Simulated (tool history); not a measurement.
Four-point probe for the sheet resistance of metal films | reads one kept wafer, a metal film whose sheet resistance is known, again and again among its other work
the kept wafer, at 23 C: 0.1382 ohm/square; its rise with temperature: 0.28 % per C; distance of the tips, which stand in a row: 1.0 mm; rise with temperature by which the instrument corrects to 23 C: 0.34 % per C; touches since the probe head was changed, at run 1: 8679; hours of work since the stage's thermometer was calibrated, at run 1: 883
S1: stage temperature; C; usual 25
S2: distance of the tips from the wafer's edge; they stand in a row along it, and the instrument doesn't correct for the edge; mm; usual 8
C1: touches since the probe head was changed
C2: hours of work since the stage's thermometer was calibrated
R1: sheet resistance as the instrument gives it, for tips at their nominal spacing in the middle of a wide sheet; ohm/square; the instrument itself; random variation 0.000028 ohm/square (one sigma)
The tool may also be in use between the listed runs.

run     day  S1  S2     C1    C2        R1
  1   0.000  25   8   8679   883  0.139901
  2   0.708  25   3   8876   890  0.146562
  3   1.342  22   8   9051   896  0.140095
  4   1.962  22   8   9225   902  0.140165
  5   2.733  26   8   9439   910  0.139815
  6   3.317  26   8   9600   916  0.139840
  7   3.875  26   8   9756   921  0.139798
  8   4.729  25  48   9993   930  0.138762
  9   5.133  28  48  10105   934  0.138537
 10   5.825  20   8  10297   940  0.140323
 11   6.333  20   8  10439   946  0.140311
 12   6.738  20   8  10551   950  0.140254
 13   7.158  35   8  10668   954  0.139073
 14   7.946  35   8  10887   961  0.139098
 15   8.450  35   8  11027   966  0.139087
 16   8.896  35   8  11150   971  0.139042
 17   9.383  35   8  11286   976  0.139043
 18   9.792  25   8  11399   980  0.139825
 19  10.496  25   8  11595   986  0.139824
 20  11.333  25   8  11827   995  0.139893
 21  12.146  25   8  12053  1003  0.139868
 22  12.883  25   8  12258  1010  0.139868
 23  13.579  19  21  12451  1017  0.139393
 24  14.425  35   9  12686  1025  0.138824
 25  15.079  35   9  12868  1032  0.138794
 26  15.988  27   8  13121  1041  0.139672
 27  16.475  27   8  13257  1045  0.139692
 28  17.192  27   8  13455  1052  0.139682
 29  17.867  25   8  13643  1059  0.139897
 30  18.800  25   8  13903  1068  0.139839
 31  19.588  25  30  14120  1076  0.138757
 32  20.012  25  30  14238  1080  0.138797
 33  20.546  20   8  14387  1085  0.140239
 34  21.479  23  50  14646  1095  0.138861
 35  22.246  23  50  14859  1102  0.138828
 36  22.712  20   4  14989  1107  0.143588
 37  23.138  19  72  15107  1111  0.139171
 38  23.688  19  72  15260  1116  0.139206
 39  24.442  34  11  15470  1124  0.138603
 40  25.008  27  34  15627  1129  0.138607
 41  25.542  21  11  15775  1135  0.139623
 42  26.317  33  22  15990  1142  0.138145
 43  27.229  33  22  16243  1151  0.138207
 44  28.146  21  15  16498  1160  0.139332

Some steps in R1 between neighbouring runs. How much of each would the tool show without its hidden state too (settings, what came in, random variation), and how much is left for the hidden state, with any gauge scatter that isn't in both results?
The hidden state here: inner tips' distance over the nominal, %; tips' flats over new ones', %; wafer's true temperature over the reading, C; drift of the gauge itself on sheet_ohm, %.
Run 1 -> 2: S2 8 -> 3. R1 +0.006661 ohm/square: hidden state +0.000028, all else +0.006633.
Run 2 -> 3: S1 25 -> 22, S2 3 -> 8. R1 -0.006467 ohm/square: hidden state -0.000031, all else -0.006436.
Run 35 -> 36: S1 23 -> 20, S2 50 -> 4. R1 +0.004760 ohm/square: hidden state +0.000018, all else +0.004742.
Run 36 -> 37: S1 20 -> 19, S2 4 -> 72. R1 -0.004417 ohm/square: hidden state -0.000019, all else -0.004398.
